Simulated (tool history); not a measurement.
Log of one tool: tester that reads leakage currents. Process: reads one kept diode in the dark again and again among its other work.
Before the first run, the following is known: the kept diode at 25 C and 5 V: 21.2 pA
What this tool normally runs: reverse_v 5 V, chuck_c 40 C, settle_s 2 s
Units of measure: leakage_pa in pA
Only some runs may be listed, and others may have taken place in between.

Run 1, hour 0: usual settings. Result: leakage_pa 82.17 pA.
Run 2, hour 27.3: usual settings but settle_s 3.44 s. Result: leakage_pa 81.36 pA.
Run 3, hour 57.2: usual settings but settle_s 3.44 s. Result: leakage_pa 81.44 pA.
Run 4, hour 87.1: usual settings but settle_s 3.44 s. Result: leakage_pa 81.92 pA.
Run 5, hour 109: usual settings. Result: leakage_pa 81.82 pA.
Run 6, hour 127.8: usual settings but reverse_v 1.34 V. Result: leakage_pa 42.53 pA.
Run 7, hour 150.3: usual settings but reverse_v 1.34 V. Result: leakage_pa 42.36 pA.
Run 8, hour 174.2: usual settings but reverse_v 17.97 V, chuck_c 46 C, settle_s 0.7 s. Result: leakage_pa 261.65 pA.
Run 9, hour 219.7: usual settings but reverse_v 17.97 V, chuck_c 46 C, settle_s 9.1 s. Result: leakage_pa 254.6 pA.
Run 10, hour 252.8: usual settings but reverse_v 4.76 V, settle_s 2.67 s. Result: leakage_pa 79.84 pA.
Run 11, hour 299: usual settings but reverse_v 3.67 V, chuck_c 28 C, settle_s 2.17 s. Result: leakage_pa 24.62 pA.
Run 12, hour 330.1: usual settings but reverse_v 3.67 V, chuck_c 28 C, settle_s 2.17 s. Result: leakage_pa 24.68 pA.
Run 13, hour 372.7: usual settings but reverse_v 3.77 V, chuck_c 27 C, settle_s 0.31 s. Result: leakage_pa 26.45 pA.

5 ways to go on from here, each from the tool as it stands after run 13. What would each give?
At hour 384.9: chuck's temperature calibrated.
Run A, hour 408.5: usual settings but chuck_c 20 C, settle_s 4.61 s. Result: leakage_pa ?.
At hour 384.9: chuck's temperature calibrated.
Run B, hour 408.5: usual settings but reverse_v 7.61 V, chuck_c 21 C, settle_s 0.78 s. Result: leakage_pa ?.
At hour 384.9: chuck's temperature calibrated.
Run C, hour 408.5: usual settings but reverse_v 3.77 V, chuck_c 27 C, settle_s 0.65 s. Result: leakage_pa ?.
At hour 384.9: chuck's temperature calibrated.
Run D, hour 408.5: usual settings but reverse_v 1.21 V, settle_s 5.64 s. Result: leakage_pa ?.
At hour 384.9: chuck's temperature calibrated.
Run E, hour 408.5: usual settings but reverse_v 6.08 V, chuck_c 23 C, settle_s 0.78 s. Result: leakage_pa ?.

run  leakage_pa
  A       13.67
  B       21.12
  C       24.14
  D       39.94
  E       21.89
Take away the tool's hidden state, keep each run's random variation, and the runs would have read:
run  leakage_pa
  A       13.66
  B        21.1
  C       24.13
  D       39.94
  E       21.88
